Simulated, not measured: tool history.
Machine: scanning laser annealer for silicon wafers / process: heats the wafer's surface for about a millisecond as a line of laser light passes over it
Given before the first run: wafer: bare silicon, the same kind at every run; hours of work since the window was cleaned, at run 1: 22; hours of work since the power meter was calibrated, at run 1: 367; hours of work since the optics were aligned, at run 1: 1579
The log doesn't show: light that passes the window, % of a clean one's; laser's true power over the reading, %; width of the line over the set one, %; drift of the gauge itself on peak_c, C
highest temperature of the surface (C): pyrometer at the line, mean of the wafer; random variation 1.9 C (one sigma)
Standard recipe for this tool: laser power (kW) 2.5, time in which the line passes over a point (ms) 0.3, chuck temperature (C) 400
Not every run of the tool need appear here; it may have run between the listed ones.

run   hour  laser power (kW)  time in which the line passes over a point (ms)  chuck temperature (C)  hours of work since the window was cleaned  hours of work since the power meter was calibrated  hours of work since the optics were aligned  highest temperature of the surface (C)
  1      0               2.5                                              0.3                    400                                          22                                                 367                                         1579                                    1187
  2   11.7               2.5                                              0.3                    400                                          31                                                 376                                         1588                                    1185
  3   21.6             2.368                                              0.3                    400                                          38                                                 383                                         1595                                    1143
  4   27.6               2.5                                              0.3                    400                                          42                                                 388                                         1600                                    1186
  5   35.2               2.5                                              0.3                    400                                          48                                                 394                                         1605                                    1186
  6   42.5               2.5                                              0.3                    400                                          54                                                 399                                         1611                                    1183
  7   47.8               2.5                                              0.3                    400                                          58                                                 403                                         1615                                    1184
  8   55.5             2.133                                              0.3                    400                                          63                                                 409                                         1621                                    1071
  9     63             2.133                                              0.3                    400                                          69                                                 415                                         1626                                    1066
      78.6  -- optics aligned, line set to its width
 10   79.3               2.5                                              0.3                    400                                          77                                                 423                                            1                                    1201
 11   90.6               2.5                                              0.3                    400                                          86                                                 431                                            9                                    1202
 12   98.4             2.138                                              0.3                    400                                          92                                                 437                                           15                                    1083
 13  109.3             2.138                                              0.3                    400                                         100                                                 446                                           23                                    1083
 14  118.4               2.5                                            0.222                    400                                         107                                                 452                                           30                                    1105
 15  126.9               2.5                                            0.222                    400                                         113                                                 459                                           36                                    1103
 16  135.2               2.5                                            0.286                    400                                         120                                                 465                                           43                                    1184
 17  146.4               2.5                                              0.3                    400                                         128                                                 473                                           51                                    1199
 18  153.3               2.5                                              0.3                    400                                         133                                                 479                                           56                                    1200
 19  162.3               2.5                                              0.3                    400                                         140                                                 485                                           63                                    1201
 20  172.9               2.5                                            0.215                    400                                         148                                                 493                                           71                                    1092
 21    185             2.148                                            0.217                    400                                         157                                                 502                                           80                                     998
 22  195.7             2.584                                            0.372                    421                                         165                                                 510                                           88                                    1327
 23  204.2               2.5                                            0.356                    423                                         171                                                 517                                           94                                    1279
 24  209.5               2.5                                            0.356                    423                                         175                                                 521                                           98                                    1279
 25  216.2             2.256                                             0.21                    416                                         180                                                 526                                          103                                    1033
 26  223.3             2.449                                              0.3                    400                                         186                                                 531                                          109                                    1183
 27  234.5             2.449                                              0.3                    400                                         194                                                 540                                          117                                    1182
 28  242.4             2.449                                              0.3                    400                                         200                                                 545                                          123                                    1179
 29  250.8             2.449                                              0.3                    400                                         206                                                 552                                          129                                    1178
 30  258.8              2.64                                            0.275                    388                                         212                                                 558                                          135                                    1196
 31  269.9             2.368                                             0.25                    417                                         221                                                 566                                          144                                    1113
 32  278.2             2.368                                             0.25                    417                                         227                                                 572                                          150                                    1113
 33    284             2.368                                             0.25                    417                                         231                                                 577                                          154                                    1116
 34    292             2.354                                             0.25                    372                                         237                                                 583                                          160                                    1061
 35  300.6             2.354                                            0.227                    374                                         244                                                 589                                          167                                    1038
 36    308             2.554                                              0.3                    399                                         249                                                 595                                          172                                    1207
 37  313.5             2.473                                              0.3                    414                                         253                                                 599                                          176                                    1197
 38  323.7             2.473                                              0.3                    414                                         261                                                 607                                          184                                    1196
 39  335.2             2.473                                              0.3                    414                                         270                                                 615                                          193                                    1201
 40    347             2.203                                              0.3                    400                                         279                                                 624                                          202                                    1098

Some steps in highest temperature of the surface (C), run to run, broken into two amounts with sign: the step expected even without the hidden condition (settings, incoming material, random variation), and the rest, left for the hidden condition together with whatever gauge scatter is not in both the measured and the hidden-condition-free result:
Run 9 -> 10: laser power (kW) 2.133 -> 2.5, optics aligned, line set to its width. highest temperature of the surface (C) +135: hidden state +14, all else +121.
Run 21 -> 22: laser power (kW) 2.148 -> 2.584, time in which the line passes over a point (ms) 0.217 -> 0.372, chuck temperature (C) 400 -> 421. highest temperature of the surface (C) +329: hidden state -7, all else +336.
Run 24 -> 25: laser power (kW) 2.5 -> 2.256, time in which the line passes over a point (ms) 0.356 -> 0.21, chuck temperature (C) 423 -> 416. highest temperature of the surface (C) -246: hidden state +5, all else -251.
Run 35 -> 36: laser power (kW) 2.354 -> 2.554, time in which the line passes over a point (ms) 0.227 -> 0.3, chuck temperature (C) 374 -> 399. highest temperature of the surface (C) +169: hidden state -5, all else +174.
